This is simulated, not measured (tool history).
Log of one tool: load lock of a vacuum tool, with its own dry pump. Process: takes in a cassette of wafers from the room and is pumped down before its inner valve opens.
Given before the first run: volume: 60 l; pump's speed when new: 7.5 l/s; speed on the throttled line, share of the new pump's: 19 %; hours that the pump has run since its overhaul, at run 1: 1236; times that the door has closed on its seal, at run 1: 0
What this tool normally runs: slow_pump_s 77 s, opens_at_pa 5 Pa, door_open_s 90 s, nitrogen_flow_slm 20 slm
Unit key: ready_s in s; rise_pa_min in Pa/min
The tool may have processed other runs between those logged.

run	day	slow_pump_s	opens_at_pa	door_open_s	nitrogen_flow_slm	hours that the pump has run since its overhaul	times that the door has closed on its seal	incoming humidity of the room's air, %	ready_s	rise_pa_min
1	0	77	5	90	20	1236	0	46.4	145.3	0.033
2	3.162	77	5	90	20	1312	265	42.3	144.7	0.04
3	6.617	77	5	90	20	1395	556	44.9	142.8	0.04
4	9.867	77	5	90	13	1473	829	46.7	145.8	0.049
5	12.446	77	5	90	6	1535	1046	44.9	144.6	0.061
6	15.088	77	5	90	6	1598	1268	45.7	143	0.067
7	18.504	77	5	90	6	1680	1555	48	145.3	0.062
8	21.038	49	5	90	20	1741	1768	45.6	121.5	0.044
9	25.038	77	5	173	20	1837	2105	47.6	145.9	0.064
10	27.025	77	5	90	20	1885	2272	46.6	144.7	0.047
11	28.929	77	5	90	20	1930	2432	43.8	143.7	0.044
12	32.1	77	5	90	20	2006	2699	45.2	145.7	0.049
13	34.225	77	5	90	20	2057	2877	44.5	145.4	0.05
14	36.779	77	5	90	20	2119	3092	42.4	145.3	0.046
15	40.354	77	5	90	20	2205	3393	46	143.3	0.053
16	42.454	77	4	90	20	2255	3569	40.4	149.9	0.05
17	44.808	77	5	90	20	2311	3767	45	145	0.051
18	47.067	77	5	90	20	2366	3957	44.9	144.4	0.05
19	51.046	77	7	90	20	2461	4291	45.5	142.5	0.057
20	54.558	42	5	90	16	2545	4587	42.4	116.8	0.056
21	56.642	84	5	90	16	2595	4762	48.4	150.5	0.059
22	59.896	95	6	228	26	2674	5036	46.2	158.8	0.073
23	63.029	77	5	90	20	2749	5299	44.8	142.6	0.057
24	67.379	77	5	152	7	2853	5665	47.3	143.9	0.104
25	69.425	39	8	58	6	2902	5837	42.8	111.1	0.068
26	72.338	39	4	68	6	2972	6082	44.5	117.3	0.076
27	74.946	100	5	90	19	3035	6301	47.5	165.3	0.065
28	77.3	100	5	90	19	3091	6499	43.6	163.6	0.063
29	80.558	100	5	90	19	3169	6773	41	163.5	0.065
30	84.996	100	5	90	19	3276	7146	43	162.7	0.07
31	87.883	77	9	90	30	3345	7389	42.4	141	0.061
32	91.392	77	9	90	30	3429	7684	43.4	139.7	0.068
33	94.812	43	5	44	5	3512	7971	45.1	118.5	0.078
34	97.512	127	5	90	6	3576	8198	44.2	184.4	0.098
35	100.642	127	5	90	6	3651	8462	45.1	186.8	0.102
36	103.908	127	6	90	33	3730	8736	47.8	183.4	0.074

Forecast each of these 5 alternatives for the next run:
A	107.812	127	6	56	7	3824	9064	44	?	?
B	107.812	127	6	39	16	3824	9064	46	?	?
C	107.812	77	5	41	18	3824	9064	47.2	?	?
D	107.812	127	9	209	10	3824	9064	45.8	?	?
E	107.812	89	9	90	42	3824	9064	42	?	?

run	ready_s	rise_pa_min
A	183.7	0.095
B	184.5	0.081
C	148.1	0.068
D	182.6	0.129
E	148.7	0.071
With the hidden condition removed and each run's random variation left untouched, the same runs would have given:
run	ready_s	rise_pa_min
A	181.2	0.048
B	181.9	0.034
C	144.9	0.023
D	180.2	0.083
E	146.1	0.025

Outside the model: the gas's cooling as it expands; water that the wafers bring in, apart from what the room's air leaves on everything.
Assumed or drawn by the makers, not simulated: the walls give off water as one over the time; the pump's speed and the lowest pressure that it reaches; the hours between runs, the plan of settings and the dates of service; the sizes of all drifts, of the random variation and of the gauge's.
